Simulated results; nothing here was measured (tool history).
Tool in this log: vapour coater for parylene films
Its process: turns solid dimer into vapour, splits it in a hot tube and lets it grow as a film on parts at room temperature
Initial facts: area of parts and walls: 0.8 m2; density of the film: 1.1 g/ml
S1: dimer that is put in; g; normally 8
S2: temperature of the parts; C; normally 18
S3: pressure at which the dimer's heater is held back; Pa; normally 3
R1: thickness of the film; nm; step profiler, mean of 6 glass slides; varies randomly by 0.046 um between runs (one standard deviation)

run	day	S1	S2	S3	R1
1	0	8	18	3	5020
2	0.892	8	18	3	5000
3	2.017	8	18	3	4980
4	2.967	8	18	3	5000
5	3.983	12	18	3	7480
6	5.175	12	18	3	7550
7	5.858	12	18	3	7550
8	7.296	8	18	3	4940
9	8.762	8	18	3	4940
10	9.971	8	18	3	4860
11	10.821	8	18	3	4900
12	11.925	8	18	3	4950
# day 13.012: trap's valve overhauled
13	13.367	8	18	3	5160
14	14.662	8	18	3	5140
15	16.246	8	18	3	5060
16	17.788	8	18	3	5020
17	18.725	8	12	7.09	5350
18	19.696	6	18	3	3740
19	20.508	12	18	3	7540
20	21.854	12	18	3	7570
21	22.946	9	18	3.18	5600
22	23.883	4	10	10.61	2680
23	24.675	7	30	3	3430
24	26.004	8	18	9.31	4650
25	27.412	11	18	9.31	6300
26	28.35	8	30	4.08	3860
27	29.112	8	30	4.08	3780
28	30.262	8	30	4.08	3770
29	31.754	5	19	4.76	2860

Branching from run 29: 4 alternative next runs. What would each branch give?
A	32.808	4	11	5.35	?
B	32.808	5	19	5.12	?
C	32.808	10	19	2.55	?
D	32.808	8	18	3	?

run	R1
A	2730
B	2910
C	6070
D	4900
What these runs would have given with no unlogged condition in the tool:
run	R1
A	2870
B	3060
C	6390
D	5150
